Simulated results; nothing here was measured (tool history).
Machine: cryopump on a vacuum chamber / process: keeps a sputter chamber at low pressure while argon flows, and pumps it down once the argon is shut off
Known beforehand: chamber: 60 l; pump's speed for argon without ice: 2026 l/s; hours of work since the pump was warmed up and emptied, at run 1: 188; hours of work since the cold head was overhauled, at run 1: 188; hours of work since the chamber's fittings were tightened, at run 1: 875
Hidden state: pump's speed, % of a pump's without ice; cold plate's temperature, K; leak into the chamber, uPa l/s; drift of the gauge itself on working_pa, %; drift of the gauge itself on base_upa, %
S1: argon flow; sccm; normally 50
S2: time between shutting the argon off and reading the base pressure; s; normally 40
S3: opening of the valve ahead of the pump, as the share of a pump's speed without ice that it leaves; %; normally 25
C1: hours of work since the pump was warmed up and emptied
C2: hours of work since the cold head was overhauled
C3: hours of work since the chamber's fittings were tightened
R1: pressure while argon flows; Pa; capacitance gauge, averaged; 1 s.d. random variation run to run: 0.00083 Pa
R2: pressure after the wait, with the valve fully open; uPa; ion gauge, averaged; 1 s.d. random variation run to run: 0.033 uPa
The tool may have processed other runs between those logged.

{"run": 1, "day": 0.0, "S1": 50, "S2": 40, "S3": 25, "C1": 188, "C2": 188, "C3": 875, "R1": 0.1704, "R2": 1.91}
{"run": 2, "day": 0.538, "S1": 50, "S2": 40, "S3": 25, "C1": 194, "C2": 194, "C3": 880, "R1": 0.1693, "R2": 1.9}
{"run": 3, "day": 0.867, "S1": 50, "S2": 27, "S3": 25, "C1": 197, "C2": 197, "C3": 883, "R1": 0.1687, "R2": 2.75}
{"run": 4, "day": 1.504, "S1": 50, "S2": 40, "S3": 25, "C1": 203, "C2": 203, "C3": 890, "R1": 0.1704, "R2": 1.9}
{"run": 5, "day": 2.117, "S1": 50, "S2": 40, "S3": 25, "C1": 209, "C2": 209, "C3": 896, "R1": 0.1696, "R2": 1.96}
{"run": 6, "day": 2.829, "S1": 30, "S2": 40, "S3": 25, "C1": 216, "C2": 216, "C3": 903, "R1": 0.1028, "R2": 1.94}
{"run": 7, "day": 3.15, "S1": 50, "S2": 40, "S3": 25, "C1": 220, "C2": 220, "C3": 906, "R1": 0.1702, "R2": 1.96}
{"run": 8, "day": 3.492, "S1": 50, "S2": 40, "S3": 25, "C1": 223, "C2": 223, "C3": 909, "R1": 0.1704, "R2": 2}
{"run": 9, "day": 3.904, "S1": 50, "S2": 40, "S3": 25, "C1": 227, "C2": 227, "C3": 914, "R1": 0.1716, "R2": 1.88}
{"run": 10, "day": 4.371, "S1": 50, "S2": 40, "S3": 25, "C1": 232, "C2": 232, "C3": 918, "R1": 0.1701, "R2": 1.92}
{"run": 11, "day": 4.725, "S1": 50, "S2": 40, "S3": 25, "C1": 235, "C2": 235, "C3": 922, "R1": 0.1696, "R2": 1.96}
{"run": 12, "day": 5.233, "S1": 50, "S2": 40, "S3": 25, "C1": 241, "C2": 241, "C3": 927, "R1": 0.1699, "R2": 1.9}
{"run": 13, "day": 5.988, "S1": 70, "S2": 40, "S3": 25, "C1": 248, "C2": 248, "C3": 935, "R1": 0.2414, "R2": 1.91}
{"run": 14, "day": 6.429, "S1": 50, "S2": 40, "S3": 25, "C1": 253, "C2": 253, "C3": 939, "R1": 0.1685, "R2": 1.95}
{"run": 15, "day": 6.996, "S1": 50, "S2": 40, "S3": 25, "C1": 258, "C2": 258, "C3": 945, "R1": 0.1721, "R2": 1.98}
{"run": 16, "day": 7.475, "S1": 82, "S2": 40, "S3": 25, "C1": 263, "C2": 263, "C3": 949, "R1": 0.2798, "R2": 1.92}
{"run": 17, "day": 8.154, "S1": 82, "S2": 40, "S3": 25, "C1": 270, "C2": 270, "C3": 956, "R1": 0.2806, "R2": 1.94}
{"run": 18, "day": 8.512, "S1": 47, "S2": 33, "S3": 55, "C1": 273, "C2": 273, "C3": 960, "R1": 0.074, "R2": 2.25}
{"run": 19, "day": 8.988, "S1": 89, "S2": 249, "S3": 21, "C1": 278, "C2": 278, "C3": 965, "R1": 0.3624, "R2": 0.58}
{"run": 20, "day": 9.633, "S1": 61, "S2": 81, "S3": 19, "C1": 285, "C2": 285, "C3": 971, "R1": 0.272, "R2": 1.13}
{"run": 21, "day": 10.038, "S1": 61, "S2": 81, "S3": 19, "C1": 289, "C2": 289, "C3": 975, "R1": 0.2744, "R2": 1.1}
{"run": 22, "day": 10.379, "S1": 61, "S2": 81, "S3": 58, "C1": 292, "C2": 292, "C3": 979, "R1": 0.0923, "R2": 1.15}
{"run": 23, "day": 11.104, "S1": 52, "S2": 29, "S3": 25, "C1": 299, "C2": 299, "C3": 986, "R1": 0.1766, "R2": 2.57}
{"run": 24, "day": 11.662, "S1": 52, "S2": 29, "S3": 25, "C1": 305, "C2": 305, "C3": 991, "R1": 0.1795, "R2": 2.62}
{"run": 25, "day": 12.062, "S1": 66, "S2": 261, "S3": 51, "C1": 309, "C2": 309, "C3": 995, "R1": 0.1139, "R2": 0.61}
{"run": 26, "day": 12.396, "S1": 66, "S2": 261, "S3": 51, "C1": 312, "C2": 312, "C3": 999, "R1": 0.1142, "R2": 0.58}
{"run": 27, "day": 12.775, "S1": 66, "S2": 261, "S3": 51, "C1": 316, "C2": 316, "C3": 1003, "R1": 0.1146, "R2": 0.6}
{"run": 28, "day": 13.471, "S1": 66, "S2": 261, "S3": 51, "C1": 323, "C2": 323, "C3": 1010, "R1": 0.1141, "R2": 0.55}
{"run": 29, "day": 13.888, "S1": 66, "S2": 261, "S3": 51, "C1": 327, "C2": 327, "C3": 1014, "R1": 0.1144, "R2": 0.59}
{"run": 30, "day": 14.558, "S1": 45, "S2": 40, "S3": 25, "C1": 334, "C2": 334, "C3": 1020, "R1": 0.1556, "R2": 2.02}
{"run": 31, "day": 15.092, "S1": 70, "S2": 80, "S3": 25, "C1": 339, "C2": 339, "C3": 1026, "R1": 0.2395, "R2": 1.17}
{"run": 32, "day": 15.542, "S1": 26, "S2": 40, "S3": 38, "C1": 344, "C2": 344, "C3": 1030, "R1": 0.0588, "R2": 1.91}
{"run": 33, "day": 16.183, "S1": 48, "S2": 40, "S3": 25, "C1": 350, "C2": 350, "C3": 1037, "R1": 0.1649, "R2": 2.02}
{"run": 34, "day": 16.638, "S1": 43, "S2": 40, "S3": 18, "C1": 355, "C2": 355, "C3": 1041, "R1": 0.2041, "R2": 1.96}

Table of differences, measured result less the result of that run with no hidden state. Run-to-run variation is the same in both. Gauge scatter possibly is not:
run=1 R1=+0.0029 R2=+0.15
run=2 R1=+0.0029 R2=+0.16
run=3 R1=+0.0029 R2=+0.16
run=4 R1=+0.0031 R2=+0.16
run=5 R1=+0.0031 R2=+0.16
run=6 R1=+0.0019 R2=+0.16
run=7 R1=+0.0033 R2=+0.17
run=8 R1=+0.0033 R2=+0.17
run=9 R1=+0.0034 R2=+0.16
run=10 R1=+0.0035 R2=+0.17
run=11 R1=+0.0035 R2=+0.16
run=12 R1=+0.0036 R2=+0.17
run=13 R1=+0.0052 R2=+0.17
run=14 R1=+0.0037 R2=+0.17
run=15 R1=+0.0039 R2=+0.17
run=16 R1=+0.0065 R2=+0.18
run=17 R1=+0.0066 R2=+0.18
run=18 R1=+0.0038 R2=+0.18
run=19 R1=+0.0075 R2=+0.18
run=20 R1=+0.0052 R2=+0.18
run=21 R1=+0.0053 R2=+0.18
run=22 R1=+0.0053 R2=+0.18
run=23 R1=+0.0047 R2=+0.19
run=24 R1=+0.0048 R2=+0.19
run=25 R1=+0.0061 R2=+0.19
run=26 R1=+0.0062 R2=+0.18
run=27 R1=+0.0063 R2=+0.19
run=28 R1=+0.0064 R2=+0.19
run=29 R1=+0.0065 R2=+0.19
run=30 R1=+0.0046 R2=+0.2
run=31 R1=+0.0072 R2=+0.19
run=32 R1=+0.0027 R2=+0.19
run=33 R1=+0.0051 R2=+0.2
run=34 R1=+0.0047 R2=+0.2

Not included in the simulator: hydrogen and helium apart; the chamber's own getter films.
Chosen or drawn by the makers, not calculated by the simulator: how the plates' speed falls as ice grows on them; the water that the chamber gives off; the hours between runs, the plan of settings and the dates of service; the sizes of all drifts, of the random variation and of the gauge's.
